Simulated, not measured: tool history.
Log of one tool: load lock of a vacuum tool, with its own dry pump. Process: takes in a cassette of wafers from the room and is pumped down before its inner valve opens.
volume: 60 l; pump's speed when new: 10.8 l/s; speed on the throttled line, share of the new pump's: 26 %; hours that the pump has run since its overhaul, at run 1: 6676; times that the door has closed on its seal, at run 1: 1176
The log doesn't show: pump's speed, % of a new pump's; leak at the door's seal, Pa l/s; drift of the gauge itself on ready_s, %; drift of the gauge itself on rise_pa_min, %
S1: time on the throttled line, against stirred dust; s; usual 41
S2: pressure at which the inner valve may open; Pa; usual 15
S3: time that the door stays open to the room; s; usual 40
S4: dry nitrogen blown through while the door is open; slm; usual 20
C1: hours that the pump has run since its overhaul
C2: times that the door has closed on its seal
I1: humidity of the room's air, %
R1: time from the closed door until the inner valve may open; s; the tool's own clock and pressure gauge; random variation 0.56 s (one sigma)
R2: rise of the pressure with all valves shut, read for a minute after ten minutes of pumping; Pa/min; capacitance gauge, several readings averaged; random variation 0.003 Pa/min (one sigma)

Run 1, day 0.000: usual settings; C1 6676; C2 1176; I1 46.7. Result: R1 81.6 s, R2 0.034 Pa/min.
Run 2, day 4.904: usual settings but S3 28 s; C1 6794; C2 1321; I1 44.1. Result: R1 82.2 s, R2 0.031 Pa/min.
Run 3, day 9.254: usual settings; C1 6898; C2 1450; I1 46.7. Result: R1 82.4 s, R2 0.032 Pa/min.
Run 4, day 11.883: usual settings but S2 16 Pa; C1 6961; C2 1528; I1 45.1. Result: R1 81.8 s, R2 0.029 Pa/min.
Run 5, day 14.288: usual settings but S2 12 Pa; C1 7019; C2 1599; I1 45.9. Result: R1 84.8 s, R2 0.029 Pa/min.
Run 6, day 19.858: usual settings but S2 12 Pa; C1 7153; C2 1764; I1 46.3. Result: R1 83.7 s, R2 0.033 Pa/min.
Run 7, day 24.729: usual settings but S2 12 Pa; C1 7270; C2 1909; I1 45.9. Result: R1 83.4 s, R2 0.042 Pa/min.
Run 8, day 29.638: usual settings but S2 12 Pa; C1 7388; C2 2054; I1 43.8. Result: R1 83.7 s, R2 0.040 Pa/min.
Run 9, day 33.471: usual settings but S1 36 s, S2 12 Pa; C1 7480; C2 2168; I1 41.0. Result: R1 80.8 s, R2 0.038 Pa/min.
Run 10, day 39.379: usual settings but S3 78 s; C1 7621; C2 2343; I1 44.1. Result: R1 82.7 s, R2 0.043 Pa/min.
Run 11, day 42.067: usual settings but S3 78 s; C1 7686; C2 2422; I1 44.3. Result: R1 82.8 s, R2 0.048 Pa/min.
Run 12, day 46.538: usual settings but S1 49 s, S2 22 Pa, S3 55 s, S4 16 slm; C1 7793; C2 2555; I1 43.0. Result: R1 86.0 s, R2 0.043 Pa/min.
Run 13, day 50.950: usual settings but S1 47 s, S3 36 s, S4 26 slm; C1 7899; C2 2686; I1 43.7. Result: R1 86.4 s, R2 0.034 Pa/min.
Run 14, day 56.383: usual settings but S1 35 s, S2 20 Pa, S3 36 s, S4 9 slm; C1 8029; C2 2847; I1 49.8. Result: R1 76.2 s, R2 0.054 Pa/min.
Run 15, day 59.850: usual settings but S1 35 s, S2 20 Pa, S3 36 s, S4 9 slm; C1 8113; C2 2949; I1 46.7. Result: R1 76.2 s, R2 0.053 Pa/min.
Run 16, day 62.642: usual settings but S1 35 s, S2 20 Pa, S3 36 s, S4 9 slm; C1 8180; C2 3032; I1 43.6. Result: R1 76.7 s, R2 0.054 Pa/min.
Run 17, day 65.608: usual settings but S1 35 s, S2 20 Pa, S3 36 s, S4 9 slm; C1 8251; C2 3120; I1 45.4. Result: R1 76.4 s, R2 0.050 Pa/min.
Run 18, day 68.600: usual settings but S1 35 s, S2 20 Pa, S3 36 s, S4 9 slm; C1 8323; C2 3209; I1 45.7. Result: R1 77.8 s, R2 0.051 Pa/min.
Run 19, day 72.188: usual settings but S1 36 s, S2 13 Pa, S3 115 s, S4 5 slm; C1 8409; C2 3315; I1 43.8. Result: R1 79.4 s, R2 0.075 Pa/min.

5 ways to go on from here, each from the tool as it stands after run 19. What would each give?
Run A, day 77.775: usual settings but S1 29 s, S2 16 Pa, S4 15 slm; C1 8543; C2 3481; I1 45.6. Result: R1 ?, R2 ?.
Run B, day 77.775: usual settings but S1 36 s, S2 18 Pa, S3 163 s, S4 5 slm; C1 8543; C2 3481; I1 41.6. Result: R1 ?, R2 ?.
Run C, day 77.775: usual settings but S1 48 s, S2 14 Pa; C1 8543; C2 3481; I1 48.4. Result: R1 ?, R2 ?.
Run D, day 77.775: usual settings but S2 14 Pa, S3 49 s, S4 18 slm; C1 8543; C2 3481; I1 45.9. Result: R1 ?, R2 ?.
Run E, day 77.775: usual settings but S1 59 s, S2 22 Pa; C1 8543; C2 3481; I1 44.7. Result: R1 ?, R2 ?.

run    R1     R2
  A  73.4  0.049
  B  77.8  0.080
  C  88.6  0.047
  D  82.4  0.052
  E  94.0  0.049
Without the tool's hidden state the same runs would have given:
run    R1     R2
  A  69.8  0.023
  B  74.5  0.054
  C  85.3  0.020
  D  79.0  0.025
  E  91.2  0.023
